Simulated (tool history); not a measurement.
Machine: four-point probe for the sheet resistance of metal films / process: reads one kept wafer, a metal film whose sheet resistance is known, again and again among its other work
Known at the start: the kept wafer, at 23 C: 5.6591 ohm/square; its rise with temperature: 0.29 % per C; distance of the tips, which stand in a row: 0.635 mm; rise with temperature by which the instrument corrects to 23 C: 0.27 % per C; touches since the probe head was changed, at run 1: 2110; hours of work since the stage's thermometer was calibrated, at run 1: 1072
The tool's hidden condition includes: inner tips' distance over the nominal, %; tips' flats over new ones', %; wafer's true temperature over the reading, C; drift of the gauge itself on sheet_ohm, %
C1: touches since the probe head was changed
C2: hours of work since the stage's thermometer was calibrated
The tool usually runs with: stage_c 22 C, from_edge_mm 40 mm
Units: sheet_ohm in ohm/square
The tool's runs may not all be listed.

Run 1, hour 0.0: usual settings; C1 2110; C2 1072. Result: sheet_ohm 5.667321 ohm/square.
Run 2, hour 6.8: usual settings but stage_c 30 C; C1 2204; C2 1076. Result: sheet_ohm 5.676298 ohm/square.
Run 3, hour 19.8: usual settings; C1 2386; C2 1082. Result: sheet_ohm 5.668908 ohm/square.
Run 4, hour 34.4: usual settings; C1 2588; C2 1090. Result: sheet_ohm 5.668851 ohm/square.
Run 5, hour 44.7: usual settings; C1 2731; C2 1095. Result: sheet_ohm 5.669833 ohm/square.
Run 6, hour 57.4: usual settings; C1 2908; C2 1101. Result: sheet_ohm 5.670891 ohm/square.
Run 7, hour 70.7: usual settings; C1 3092; C2 1108. Result: sheet_ohm 5.667575 ohm/square.
Run 8, hour 83.3: usual settings; C1 3267; C2 1114. Result: sheet_ohm 5.670076 ohm/square.
Run 9, hour 96.9: usual settings but from_edge_mm 4 mm; C1 3456; C2 1121. Result: sheet_ohm 5.745797 ohm/square.
Run 10, hour 104.6: usual settings; C1 3563; C2 1125. Result: sheet_ohm 5.668542 ohm/square.
Run 11, hour 120.8: usual settings; C1 3788; C2 1133. Result: sheet_ohm 5.671243 ohm/square.
Run 12, hour 134.1: usual settings; C1 3973; C2 1139. Result: sheet_ohm 5.671146 ohm/square.
Run 13, hour 150.4: usual settings; C1 4199; C2 1147. Result: sheet_ohm 5.671119 ohm/square.
Run 14, hour 160.4: usual settings; C1 4338; C2 1152. Result: sheet_ohm 5.670559 ohm/square.
Run 15, hour 168.3: usual settings; C1 4447; C2 1156. Result: sheet_ohm 5.670568 ohm/square.
Run 16, hour 176.3: usual settings; C1 4559; C2 1160. Result: sheet_ohm 5.670779 ohm/square.
Run 17, hour 191.0: usual settings; C1 4763; C2 1168. Result: sheet_ohm 5.671933 ohm/square.
Run 18, hour 205.0: usual settings; C1 4957; C2 1175. Result: sheet_ohm 5.671506 ohm/square.
Run 19, hour 214.2: usual settings; C1 5085; C2 1179. Result: sheet_ohm 5.674952 ohm/square.
Run 20, hour 222.8: usual settings; C1 5204; C2 1184. Result: sheet_ohm 5.671451 ohm/square.
Run 21, hour 231.3: usual settings; C1 5322; C2 1188. Result: sheet_ohm 5.672549 ohm/square.
Run 22, hour 244.0: usual settings; C1 5498; C2 1194. Result: sheet_ohm 5.670716 ohm/square.
Run 23, hour 257.8: usual settings but from_edge_mm 25 mm; C1 5690; C2 1201. Result: sheet_ohm 5.674565 ohm/square.
Run 24, hour 264.8: usual settings but from_edge_mm 25 mm; C1 5788; C2 1205. Result: sheet_ohm 5.672740 ohm/square.
Run 25, hour 272.0: usual settings but from_edge_mm 25 mm; C1 5887; C2 1208. Result: sheet_ohm 5.674493 ohm/square.
Run 26, hour 279.0: usual settings but from_edge_mm 25 mm; C1 5985; C2 1212. Result: sheet_ohm 5.675040 ohm/square.
Run 27, hour 286.3: usual settings but stage_c 28 C, from_edge_mm 30 mm; C1 6086; C2 1215. Result: sheet_ohm 5.681274 ohm/square.
Run 28, hour 299.7: usual settings but stage_c 24 C, from_edge_mm 5 mm; C1 6272; C2 1222. Result: sheet_ohm 5.725997 ohm/square.
Run 29, hour 307.7: usual settings but stage_c 25 C, from_edge_mm 4 mm; C1 6384; C2 1226. Result: sheet_ohm 5.754332 ohm/square.
Run 30, hour 318.5: usual settings but stage_c 25 C, from_edge_mm 4 mm; C1 6533; C2 1231. Result: sheet_ohm 5.755461 ohm/square.
Run 31, hour 330.3: usual settings but stage_c 25 C, from_edge_mm 4 mm; C1 6697; C2 1237. Result: sheet_ohm 5.752764 ohm/square.
Run 32, hour 342.9: usual settings but from_edge_mm 5 mm; C1 6872; C2 1243. Result: sheet_ohm 5.722088 ohm/square.
Run 33, hour 355.8: usual settings but from_edge_mm 5 mm; C1 7051; C2 1250. Result: sheet_ohm 5.723228 ohm/square.
Run 34, hour 363.4: usual settings but from_edge_mm 43 mm; C1 7157; C2 1254. Result: sheet_ohm 5.675983 ohm/square.
Run 35, hour 371.8: usual settings but stage_c 24 C, from_edge_mm 30 mm; C1 7273; C2 1258. Result: sheet_ohm 5.678116 ohm/square.
At hour 376.8: stage's thermometer calibrated.
Run 36, hour 379.1: usual settings but stage_c 24 C, from_edge_mm 30 mm; C1 7368; C2 1. Result: sheet_ohm 5.676333 ohm/square.
Run 37, hour 392.2: usual settings but stage_c 24 C, from_edge_mm 30 mm; C1 7550; C2 8. Result: sheet_ohm 5.675237 ohm/square.
Run 38, hour 402.2: usual settings but from_edge_mm 58 mm; C1 7688; C2 13. Result: sheet_ohm 5.673811 ohm/square.
Run 39, hour 414.3: usual settings but stage_c 20 C, from_edge_mm 4 mm; C1 7857; C2 19. Result: sheet_ohm 5.744977 ohm/square.
Run 40, hour 422.0: usual settings but from_edge_mm 41 mm; C1 7964; C2 23. Result: sheet_ohm 5.671729 ohm/square.
Run 41, hour 434.0: usual settings but stage_c 19 C, from_edge_mm 18 mm; C1 8131; C2 29. Result: sheet_ohm 5.672710 ohm/square.
Run 42, hour 449.3: usual settings but stage_c 19 C, from_edge_mm 18 mm; C1 8343; C2 36. Result: sheet_ohm 5.673559 ohm/square.
Run 43, hour 465.3: usual settings but stage_c 19 C; C1 8565; C2 44. Result: sheet_ohm 5.670852 ohm/square.
Run 44, hour 478.0: usual settings but stage_c 33 C; C1 8741; C2 50. Result: sheet_ohm 5.687690 ohm/square.

5 ways to go on from here, each from the tool as it stands after run 44. What would each give?
Run A, hour 487.0: usual settings but stage_c 20 C; C1 8867; C2 55. Result: sheet_ohm ?.
Run B, hour 487.0: usual settings but stage_c 21 C, from_edge_mm 11 mm; C1 8867; C2 55. Result: sheet_ohm ?.
Run C, hour 487.0: usual settings but stage_c 35 C, from_edge_mm 5 mm; C1 8867; C2 55. Result: sheet_ohm ?.
Run D, hour 487.0: usual settings but stage_c 30 C; C1 8867; C2 55. Result: sheet_ohm ?.
Run E, hour 487.0: usual settings but stage_c 24 C, from_edge_mm 28 mm; C1 8867; C2 55. Result: sheet_ohm ?.

run  sheet_ohm
  A   5.671885
  B   5.682124
  C   5.735452
  D   5.680952
  E   5.676883
With the hidden condition removed and each run's random variation left untouched, the same runs would have given:
run  sheet_ohm
  A   5.656690
  B   5.666902
  C   5.720067
  D   5.665713
  E   5.661667
